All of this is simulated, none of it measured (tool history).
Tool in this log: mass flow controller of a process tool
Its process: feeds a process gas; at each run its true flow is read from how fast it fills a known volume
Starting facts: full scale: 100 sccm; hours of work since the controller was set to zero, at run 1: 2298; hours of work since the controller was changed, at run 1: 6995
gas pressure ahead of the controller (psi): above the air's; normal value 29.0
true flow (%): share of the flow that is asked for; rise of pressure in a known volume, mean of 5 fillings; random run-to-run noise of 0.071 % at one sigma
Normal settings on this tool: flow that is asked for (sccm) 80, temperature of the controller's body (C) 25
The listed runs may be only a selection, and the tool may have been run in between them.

run    hour  flow that is asked for (sccm)  gas pressure ahead of the controller (psi)  temperature of the controller's body (C)  hours of work since the controller was set to zero  hours of work since the controller was changed  true flow (%)
  1     0.0                             80                                        29.0                                        25                                                2298                                            6995          99.88
  2   156.5                             80                                        29.0                                        21                                                2402                                            7099         100.15
  3   318.6                             80                                        29.0                                        21                                                2510                                            7207         100.08
  4   705.1                             80                                        29.0                                        25                                                2767                                            7464         100.15
  5   887.6                             80                                        29.0                                        25                                                2889                                            7586         100.20
  6  1082.1                             80                                        20.9                                        25                                                3018                                            7715          99.88
  7  1272.7                             80                                        20.9                                        27                                                3145                                            7842          99.83
  8  1433.3                             80                                        20.9                                        27                                                3252                                            7949          99.93
  9  1602.5                             80                                        20.9                                        27                                                3365                                            8061         100.04
 10  1858.0                             80                                        20.9                                        27                                                3535                                            8231         100.11
 11  2129.9                             16                                        25.1                                        39                                                3716                                            8412          99.53
 12  2334.4                             12                                        31.8                                        35                                                3852                                            8549         100.09
 13  2517.6                             12                                        31.8                                        35                                                3974                                            8671         100.23
 14  2866.0                             36                                        23.9                                        35                                                4206                                            8902         100.19
     3108.5  -- controller's zero set anew
 15  3144.5                             36                                        23.9                                        35                                                  24                                            9087         100.20
 16  3307.3                             36                                        23.9                                        35                                                 132                                            9196         100.23
 17  3483.1                             36                                        23.9                                        35                                                 249                                            9313         100.46
 18  3849.7                             66                                        30.9                                        24                                                 493                                            9557         101.36
 19  4175.6                             26                                        29.0                                        22                                                 710                                            9774         100.96
 20  4398.6                             85                                        27.4                                        28                                                 859                                            9922         101.34

Predict each of these 5 candidate next runs independently; none follows another, all start after run 20:
  A  4616.3                             85                                        38.6                                        22                                                1004                                           10067              ?
  B  4616.3                             80                                        27.0                                        25                                                1004                                           10067              ?
  C  4616.3                             38                                        27.4                                        28                                                1004                                           10067              ?
  D  4616.3                             11                                        27.4                                        28                                                1004                                           10067              ?
  E  4616.3                             14                                        27.4                                        28                                                1004                                           10067              ?

run  true flow (%)
  A         102.07
  B         101.51
  C         101.04
  D         101.00
  E         100.82
Had the tool no hidden state, the same runs would have come out as:
run  true flow (%)
  A         100.33
  B          99.77
  C          99.31
  D          99.29
  E          99.10

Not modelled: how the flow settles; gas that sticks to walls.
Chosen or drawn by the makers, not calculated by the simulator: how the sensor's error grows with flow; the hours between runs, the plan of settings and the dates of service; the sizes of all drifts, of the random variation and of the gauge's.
